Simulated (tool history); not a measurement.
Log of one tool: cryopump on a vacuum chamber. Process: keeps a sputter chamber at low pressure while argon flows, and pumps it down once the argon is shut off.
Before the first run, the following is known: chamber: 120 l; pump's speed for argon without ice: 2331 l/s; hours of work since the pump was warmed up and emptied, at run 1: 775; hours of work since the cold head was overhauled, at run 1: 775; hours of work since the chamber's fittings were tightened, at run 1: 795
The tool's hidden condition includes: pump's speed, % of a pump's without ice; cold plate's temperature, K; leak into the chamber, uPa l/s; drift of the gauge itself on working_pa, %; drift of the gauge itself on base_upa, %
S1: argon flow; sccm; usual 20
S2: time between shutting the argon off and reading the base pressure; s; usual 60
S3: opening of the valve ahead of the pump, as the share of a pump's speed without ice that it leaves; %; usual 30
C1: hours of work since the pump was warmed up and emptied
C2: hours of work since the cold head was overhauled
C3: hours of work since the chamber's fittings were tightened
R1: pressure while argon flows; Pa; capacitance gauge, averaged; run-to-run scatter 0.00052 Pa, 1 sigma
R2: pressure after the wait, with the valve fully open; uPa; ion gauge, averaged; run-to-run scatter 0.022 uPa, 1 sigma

| run | hour | S1 | S2 | S3 | C1 | C2 | C3 | R1 | R2 |
|---|---|---|---|---|---|---|---|---|---|
| 1 | 0 | 20 | 60 | 30 | 775 | 775 | 795 | 0.0554 | 1.14 |
| 2 | 17.3 | 20 | 60 | 30 | 785 | 785 | 805 | 0.0538 | 1.13 |
| 3 | 39.8 | 20 | 93 | 30 | 799 | 799 | 819 | 0.0537 | 0.97 |
| 4 | 64.1 | 20 | 93 | 30 | 813 | 813 | 834 | 0.0552 | 0.95 |
| 5 | 97.3 | 20 | 93 | 30 | 833 | 833 | 854 | 0.0551 | 1.04 |
| 6 | 128.5 | 20 | 93 | 30 | 852 | 852 | 873 | 0.0562 | 1.07 |
| 7 | 159 | 20 | 93 | 30 | 871 | 871 | 891 | 0.0552 | 1.04 |
|  | 178.3 | pump warmed up, emptied and cooled again |
| 8 | 191.6 | 20 | 297 | 30 | 8 | 888 | 908 | 0.0487 | 0.62 |
| 9 | 216.7 | 20 | 297 | 30 | 23 | 903 | 923 | 0.0483 | 0.63 |
| 10 | 232.2 | 20 | 297 | 30 | 33 | 912 | 932 | 0.0485 | 0.59 |
| 11 | 264.7 | 20 | 297 | 30 | 52 | 932 | 952 | 0.0487 | 0.63 |
| 12 | 296.1 | 20 | 149 | 30 | 71 | 951 | 971 | 0.0478 | 0.74 |
| 13 | 322.9 | 20 | 149 | 30 | 88 | 967 | 987 | 0.0491 | 0.76 |
| 14 | 356 | 20 | 149 | 30 | 108 | 987 | 1008 | 0.0498 | 0.71 |
| 15 | 378.8 | 20 | 60 | 28 | 122 | 1001 | 1021 | 0.0524 | 1.01 |
| 16 | 396 | 20 | 80 | 30 | 132 | 1011 | 1032 | 0.0493 | 0.93 |
| 17 | 423.8 | 20 | 80 | 30 | 149 | 1028 | 1049 | 0.0499 | 0.96 |
| 18 | 454.1 | 39 | 60 | 17 | 167 | 1047 | 1067 | 0.1682 | 1.07 |
| 19 | 471.9 | 39 | 60 | 17 | 178 | 1058 | 1078 | 0.1676 | 1.11 |
| 20 | 496 | 20 | 49 | 58 | 193 | 1072 | 1092 | 0.0271 | 1.25 |
| 21 | 529.1 | 19 | 49 | 58 | 213 | 1092 | 1112 | 0.0246 | 1.24 |
| 22 | 549.3 | 10 | 86 | 26 | 225 | 1104 | 1125 | 0.0286 | 0.98 |
| 23 | 575.6 | 19 | 49 | 26 | 241 | 1120 | 1141 | 0.0541 | 1.25 |

Predict the results of run 24:
| 24 | 606.9 | 18 | 191 | 30 | 260 | 1139 | 1160 | ? | ? |

Run 24 measured R1 0.0454 Pa, R2 0.83 uPa.
Had the tool carried no hidden state, the very same run would have given R1 0.0439 Pa, R2 0.29 uPa.

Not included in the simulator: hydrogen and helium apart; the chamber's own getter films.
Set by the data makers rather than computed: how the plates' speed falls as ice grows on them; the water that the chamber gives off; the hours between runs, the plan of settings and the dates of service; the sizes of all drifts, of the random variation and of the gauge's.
